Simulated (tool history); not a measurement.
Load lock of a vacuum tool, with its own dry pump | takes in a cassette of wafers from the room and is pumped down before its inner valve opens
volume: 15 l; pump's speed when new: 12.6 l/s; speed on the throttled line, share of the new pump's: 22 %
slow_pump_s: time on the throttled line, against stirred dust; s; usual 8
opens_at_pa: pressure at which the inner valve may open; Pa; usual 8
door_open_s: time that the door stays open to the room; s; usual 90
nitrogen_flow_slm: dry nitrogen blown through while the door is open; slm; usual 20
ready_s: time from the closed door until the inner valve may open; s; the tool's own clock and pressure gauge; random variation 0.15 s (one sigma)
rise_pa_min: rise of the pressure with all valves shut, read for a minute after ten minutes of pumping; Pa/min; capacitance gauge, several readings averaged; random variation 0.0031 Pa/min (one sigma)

run      day  slow_pump_s  opens_at_pa  door_open_s  nitrogen_flow_slm  incoming humidity of the room's air, %  ready_s  rise_pa_min
  1    0.000            8            8           90                 20                                    45.4     18.1        0.446
  2    8.804            8            8           90                 20                                    41.9     17.9        0.449
  3   18.221            8            8           90                 20                                    42.0     18.3        0.471
  4   28.438            8            8           90                 20                                    44.7     18.0        0.470
  5   34.858            8            8           90                 20                                    45.9     17.8        0.490
  6   42.579            8            8           90                 20                                    49.9     17.9        0.487
  7   50.954            8            8           90                 20                                    43.7     17.9        0.508
  8   61.317            8            8           90                  5                                    46.8     18.3        0.546
  9   66.292            8            8           90                  5                                    43.9     18.1        0.553
 10   74.496            8            8           90                  5                                    43.3     18.2        0.556
 11   82.083            8           11           90                  5                                    42.2     17.8        0.579
 12   88.300            8           11           90                  5                                    42.8     17.8        0.578
 13   97.312            8           11           90                  5                                    48.2     18.0        0.604
 14  102.233            8           11           90                  5                                    45.2     17.5        0.609
 15  107.033            8            8           90                 20                                    46.0     18.2        0.593
 16  117.150            8            8           90                 20                                    45.3     18.1        0.594
 17  125.817            8           11           90                 20                                    43.1     17.9        0.612
 18  136.146            8           11           90                 20                                    47.3     17.7        0.636
 19  144.596            8            8           65                 20                                    45.8     18.5        0.630
 20  154.971           11            6          215                 41                                    46.9     20.9        0.651
 21  161.304           11            8          215                  5                                    47.2     20.4        0.727
     167.604  -- door's seal changed, seat wiped
 22  167.792           11            8          215                  7                                    42.9     20.7        0.116
 23  174.283           11            8          215                  7                                    46.4     20.7        0.125
 24  183.271           11            8           37                  7                                    43.5     20.9        0.076
 25  188.604            8            8           97                  9                                    45.1     18.6        0.100
 26  193.133            8           16           60                 18                                    45.5     17.5        0.072
 27  202.467            7           16           60                 39                                    44.0     16.6        0.059
 28  211.329            7           16           60                 39                                    44.9     16.8        0.060
 29  217.500            8            8           77                 20                                    44.0     18.4        0.078
 30  223.708            8            8           77                 20                                    46.6     18.5        0.087
 31  233.304            8            8           77                 20                                    47.1     18.3        0.096
 32  242.308            8           14          150                  8                                    46.9     17.7        0.136
 33  252.304           13           10           90                 20                                    46.0     22.0        0.098
 34  259.942           13           10           90                 20                                    44.4     22.2        0.099
 35  267.133            8            7          162                 20                                    44.0     18.8        0.111
 36  276.950           15            7           72                 25                                    44.3     24.2        0.097
 37  284.296            8            6           90                 20                                    42.5     18.9        0.109
 38  291.121            8            8           90                  7                                    43.8     18.5        0.138

3 ways to go on from here, each from the tool as it stands after run 38. What would each give?
  A  301.096           11           11           90                 20                                    42.2        ?            ?
  B  301.096            8           13           90                 20                                    40.8        ?            ?
  C  301.096            8            8           60                 20                                    42.8        ?            ?

run  ready_s  rise_pa_min
  A     20.6        0.118
  B     18.0        0.115
  C     18.5        0.118
Without the tool's hidden state the same runs would have given:
run  ready_s  rise_pa_min
  A     19.6        0.066
  B     17.0        0.063
  C     17.4        0.065
